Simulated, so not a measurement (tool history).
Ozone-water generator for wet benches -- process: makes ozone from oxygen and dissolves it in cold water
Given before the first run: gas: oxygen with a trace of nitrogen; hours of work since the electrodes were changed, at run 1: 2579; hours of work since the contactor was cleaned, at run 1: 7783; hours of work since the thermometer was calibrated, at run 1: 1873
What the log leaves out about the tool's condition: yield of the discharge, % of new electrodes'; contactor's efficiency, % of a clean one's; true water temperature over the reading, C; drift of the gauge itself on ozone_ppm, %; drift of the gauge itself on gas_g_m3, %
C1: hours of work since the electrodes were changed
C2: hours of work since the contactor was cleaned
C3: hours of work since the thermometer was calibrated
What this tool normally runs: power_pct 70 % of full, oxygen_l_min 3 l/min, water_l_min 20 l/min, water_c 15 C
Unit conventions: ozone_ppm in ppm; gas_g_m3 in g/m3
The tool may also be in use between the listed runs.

Run 1, hour 0: usual settings; C1 2579; C2 7783; C3 1873. Result: ozone_ppm 15.5 ppm, gas_g_m3 184.6 g/m3.
Run 2, hour 108.6: usual settings; C1 2667; C2 7871; C3 1961. Result: ozone_ppm 15.2 ppm, gas_g_m3 187.1 g/m3.
Run 3, hour 223.6: usual settings; C1 2760; C2 7964; C3 2054. Result: ozone_ppm 15.3 ppm, gas_g_m3 186.6 g/m3.
Run 4, hour 350.4: usual settings; C1 2862; C2 8066; C3 2157. Result: ozone_ppm 15 ppm, gas_g_m3 185.7 g/m3.
Run 5, hour 437.8: usual settings; C1 2933; C2 8137; C3 2227. Result: ozone_ppm 15.4 ppm, gas_g_m3 184.6 g/m3.
Run 6, hour 563: usual settings; C1 3034; C2 8238; C3 2329. Result: ozone_ppm 15.2 ppm, gas_g_m3 185.2 g/m3.
Run 7, hour 636.5: usual settings; C1 3094; C2 8298; C3 2388. Result: ozone_ppm 15.3 ppm, gas_g_m3 184.7 g/m3.
Run 8, hour 702.7: usual settings; C1 3147; C2 8351; C3 2442. Result: ozone_ppm 15.2 ppm, gas_g_m3 185.6 g/m3.
Run 9, hour 847.2: usual settings; C1 3264; C2 8468; C3 2559. Result: ozone_ppm 14.8 ppm, gas_g_m3 184.6 g/m3.
Run 10, hour 960.4: usual settings; C1 3356; C2 8560; C3 2650. Result: ozone_ppm 15 ppm, gas_g_m3 185.7 g/m3.
Run 11, hour 1098.2: usual settings; C1 3467; C2 8671; C3 2762. Result: ozone_ppm 15 ppm, gas_g_m3 186.4 g/m3.
At hour 1109.7: water thermometer calibrated.
Run 12, hour 1227.6: usual settings but water_l_min 29 l/min; C1 3571; C2 8775; C3 95. Result: ozone_ppm 10.8 ppm, gas_g_m3 184.6 g/m3.
Run 13, hour 1306.4: usual settings but water_l_min 29 l/min; C1 3635; C2 8839; C3 159. Result: ozone_ppm 10.7 ppm, gas_g_m3 184.4 g/m3.
Run 14, hour 1378: usual settings but power_pct 59 % of full, water_l_min 24 l/min; C1 3693; C2 8897; C3 217. Result: ozone_ppm 11.6 ppm, gas_g_m3 166.1 g/m3.
Run 15, hour 1517: usual settings but power_pct 59 % of full, water_l_min 24 l/min, water_c 9 C; C1 3805; C2 9009; C3 329. Result: ozone_ppm 12.2 ppm, gas_g_m3 165.8 g/m3.
At hour 1562.8: water thermometer calibrated, once more.
Run 16, hour 1581.2: usual settings but water_l_min 18 l/min, water_c 18 C; C1 3857; C2 9061; C3 15. Result: ozone_ppm 15.9 ppm, gas_g_m3 183.2 g/m3.
Run 17, hour 1658.2: usual settings but oxygen_l_min 1.85 l/min, water_l_min 25 l/min; C1 3919; C2 9123; C3 77. Result: ozone_ppm 11.9 ppm, gas_g_m3 251.6 g/m3.
Run 18, hour 1747.5: usual settings but oxygen_l_min 1.85 l/min, water_l_min 25 l/min; C1 3992; C2 9196; C3 149. Result: ozone_ppm 11.7 ppm, gas_g_m3 252.8 g/m3.
Run 19, hour 1858.9: usual settings but oxygen_l_min 1.85 l/min, water_l_min 25 l/min; C1 4082; C2 9286; C3 240. Result: ozone_ppm 11.7 ppm, gas_g_m3 250.8 g/m3.
Run 20, hour 1931.2: usual settings but oxygen_l_min 1.85 l/min, water_l_min 25 l/min; C1 4140; C2 9344; C3 298. Result: ozone_ppm 11.8 ppm, gas_g_m3 252.3 g/m3.
Run 21, hour 2074.3: usual settings; C1 4256; C2 9460; C3 414. Result: ozone_ppm 15 ppm, gas_g_m3 181.3 g/m3.
Run 22, hour 2144.3: usual settings but power_pct 80 % of full, oxygen_l_min 3.57 l/min, water_l_min 13 l/min, water_c 8 C; C1 4313; C2 9517; C3 470. Result: ozone_ppm 24.5 ppm, gas_g_m3 175.5 g/m3.
Run 23, hour 2256.4: usual settings but oxygen_l_min 1.52 l/min, water_l_min 14 l/min; C1 4403; C2 9607; C3 561. Result: ozone_ppm 19.4 ppm, gas_g_m3 286.5 g/m3.
Run 24, hour 2321.9: usual settings but oxygen_l_min 4.88 l/min, water_l_min 24 l/min, water_c 17 C; C1 4456; C2 9660; C3 614. Result: ozone_ppm 12.7 ppm, gas_g_m3 133.1 g/m3.
Run 25, hour 2396.8: usual settings but oxygen_l_min 4.88 l/min, water_l_min 24 l/min, water_c 17 C; C1 4517; C2 9721; C3 675. Result: ozone_ppm 12.8 ppm, gas_g_m3 131.4 g/m3.

Entry by entry between the runs, the difference in hidden state between the last listed run before and the first listed run after:
From run 11 to run 12: water thermometer calibrated (hour 1109.7)
  yield of the discharge, % of new electrodes': 95.7 -> 95.5; contactor's efficiency, % of a clean one's: 94.1 -> 94; true water temperature over the reading, C: 0.08 -> 0.11
  measured result minus the result with no hidden state, ozone_ppm: -1.1 -> -0.8 ppm; gas_g_m3: -8.4 -> -8.6 g/m3
From run 15 to run 16: water thermometer calibrated, once more (hour 1562.8)
  contactor's efficiency, % of a clean one's: 93.9 -> 93.8; true water temperature over the reading, C: 0.12 -> -0.02
  measured result minus the result with no hidden state, ozone_ppm: -0.9 -> -1.2 ppm; gas_g_m3: -7.4 -> -9.3 g/m3
